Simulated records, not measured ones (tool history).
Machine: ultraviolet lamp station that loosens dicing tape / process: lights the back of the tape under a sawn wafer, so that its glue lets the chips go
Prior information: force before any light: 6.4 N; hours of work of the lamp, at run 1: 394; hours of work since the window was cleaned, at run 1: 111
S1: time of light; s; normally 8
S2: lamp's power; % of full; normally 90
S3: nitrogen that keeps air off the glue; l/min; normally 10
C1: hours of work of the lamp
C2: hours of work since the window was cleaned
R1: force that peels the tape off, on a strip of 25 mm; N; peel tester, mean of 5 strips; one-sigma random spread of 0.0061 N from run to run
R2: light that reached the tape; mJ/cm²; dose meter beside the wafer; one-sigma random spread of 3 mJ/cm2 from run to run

run 1 hour=0.0 | S1=8 S2=90 S3=10 | C1=394 C2=111 | R1=0.257 R2=363
run 2 hour=15.6 | S1=8 S2=90 S3=10 | C1=403 C2=120 | R1=0.268 R2=362
run 3 hour=29.2 | S1=8 S2=90 S3=10 | C1=411 C2=128 | R1=0.277 R2=360
run 4 hour=49.0 | S1=8 S2=90 S3=10 | C1=422 C2=139 | R1=0.279 R2=356
run 5 hour=63.9 | S1=8 S2=90 S3=10 | C1=431 C2=148 | R1=0.270 R2=357
run 6 hour=86.4 | S1=8 S2=90 S3=10 | C1=444 C2=161 | R1=0.293 R2=355
run 7 hour=101.5 | S1=8 S2=90 S3=10 | C1=453 C2=170 | R1=0.284 R2=349
run 8 hour=125.5 | S1=8 S2=90 S3=10 | C1=467 C2=184 | R1=0.301 R2=347
run 9 hour=138.5 | S1=8 S2=90 S3=10 | C1=475 C2=191 | R1=0.306 R2=344
run 10 hour=148.8 | S1=8 S2=90 S3=10 | C1=481 C2=197 | R1=0.294 R2=346
run 11 hour=171.8 | S1=8 S2=90 S3=10 | C1=494 C2=211 | R1=0.319 R2=341
run 12 hour=191.4 | S1=8 S2=90 S3=10 | C1=506 C2=222 | R1=0.316 R2=334
run 13 hour=205.2 | S1=8 S2=90 S3=10 | C1=514 C2=230 | R1=0.307 R2=337
run 14 hour=224.6 | S1=8 S2=90 S3=10 | C1=525 C2=242 | R1=0.324 R2=338
run 15 hour=249.3 | S1=8 S2=90 S3=9 | C1=539 C2=256 | R1=0.366 R2=327
run 16 hour=265.5 | S1=8 S2=80 S3=10 | C1=549 C2=266 | R1=0.440 R2=288
run 17 hour=276.5 | S1=8 S2=80 S3=10 | C1=555 C2=272 | R1=0.461 R2=286
run 18 hour=293.2 | S1=8 S2=90 S3=10 | C1=565 C2=282 | R1=0.348 R2=325
run 19 hour=314.2 | S1=8 S2=90 S3=10 | C1=577 C2=294 | R1=0.360 R2=319
-- hour=316.9 window cleaned of glue's vapour
run 20 hour=325.1 | S1=8 S2=99 S3=10 | C1=583 C2=5 | R1=0.321 R2=335
run 21 hour=348.3 | S1=8 S2=99 S3=10 | C1=597 C2=18 | R1=0.329 R2=334
run 22 hour=361.3 | S1=8 S2=99 S3=10 | C1=604 C2=26 | R1=0.331 R2=334
run 23 hour=374.7 | S1=8 S2=91 S3=10 | C1=612 C2=34 | R1=0.395 R2=300
run 24 hour=390.9 | S1=5 S2=80 S3=10 | C1=622 C2=43 | R1=1.270 R2=166
run 25 hour=401.6 | S1=5 S2=80 S3=11 | C1=628 C2=49 | R1=1.280 R2=163
run 26 hour=412.2 | S1=5 S2=80 S3=11 | C1=634 C2=56 | R1=1.242 R2=164
run 27 hour=427.7 | S1=5 S2=76 S3=4 | C1=643 C2=65 | R1=2.187 R2=154
run 28 hour=449.8 | S1=11 S2=76 S3=4 | C1=656 C2=78 | R1=0.684 R2=330
-- hour=469.3 window cleaned of glue's vapour, once more
run 29 hour=474.6 | S1=11 S2=76 S3=4 | C1=670 C2=3 | R1=0.531 R2=373
run 30 hour=498.9 | S1=14 S2=90 S3=10 | C1=684 C2=17 | R1=0.126 R2=555
run 31 hour=510.7 | S1=14 S2=90 S3=10 | C1=691 C2=24 | R1=0.113 R2=556
run 32 hour=524.6 | S1=14 S2=90 S3=10 | C1=699 C2=32 | R1=0.136 R2=556
run 33 hour=541.5 | S1=9 S2=71 S3=4 | C1=709 C2=42 | R1=0.962 R2=277
run 34 hour=563.9 | S1=8 S2=74 S3=5 | C1=722 C2=55 | R1=0.955 R2=254
run 35 hour=578.3 | S1=10 S2=81 S3=7 | C1=731 C2=64 | R1=0.393 R2=347
run 36 hour=592.5 | S1=8 S2=90 S3=19 | C1=739 C2=72 | R1=0.260 R2=307
run 37 hour=602.9 | S1=8 S2=79 S3=10 | C1=745 C2=78 | R1=0.556 R2=268
run 38 hour=621.4 | S1=15 S2=92 S3=13 | C1=756 C2=89 | R1=0.108 R2=579
run 39 hour=635.6 | S1=15 S2=92 S3=13 | C1=764 C2=97 | R1=0.119 R2=572
run 40 hour=652.2 | S1=15 S2=84 S3=3 | C1=774 C2=107 | R1=0.326 R2=519
run 41 hour=676.2 | S1=8 S2=80 S3=10 | C1=788 C2=121 | R1=0.536 R2=261
run 42 hour=691.8 | S1=8 S2=90 S3=4 | C1=797 C2=130 | R1=0.857 R2=292
run 43 hour=705.3 | S1=9 S2=90 S3=8 | C1=805 C2=138 | R1=0.382 R2=326

How would selected steps in R1 from run to run divide? Give the signed amount a tool lacking its hidden state would still show from settings, what came in and random variation, and the signed amount left for the hidden state, including any gauge scatter that is not in both of the compared results.
Unlogged tool condition in this case: lamp's light, % of a new lamp's; light that the window lets through, % of a clean one's; drift of the gauge itself on peel_n, %; drift of the gauge itself on dose_mj_cm2, %.
Run 23 -> 24: S1 8 -> 5, S2 91 -> 80. R1 +0.875 N: hidden state +0.427, all else +0.448.
Run 26 -> 27: S2 80 -> 76, S3 11 -> 4. R1 +0.945 N: hidden state +0.261, all else +0.684.
Run 27 -> 28: S1 5 -> 11. R1 -1.503 N: hidden state -0.499, all else -1.004.
Run 32 -> 33: S1 14 -> 9, S2 90 -> 71, S3 10 -> 4. R1 +0.826 N: hidden state +0.470, all else +0.356.
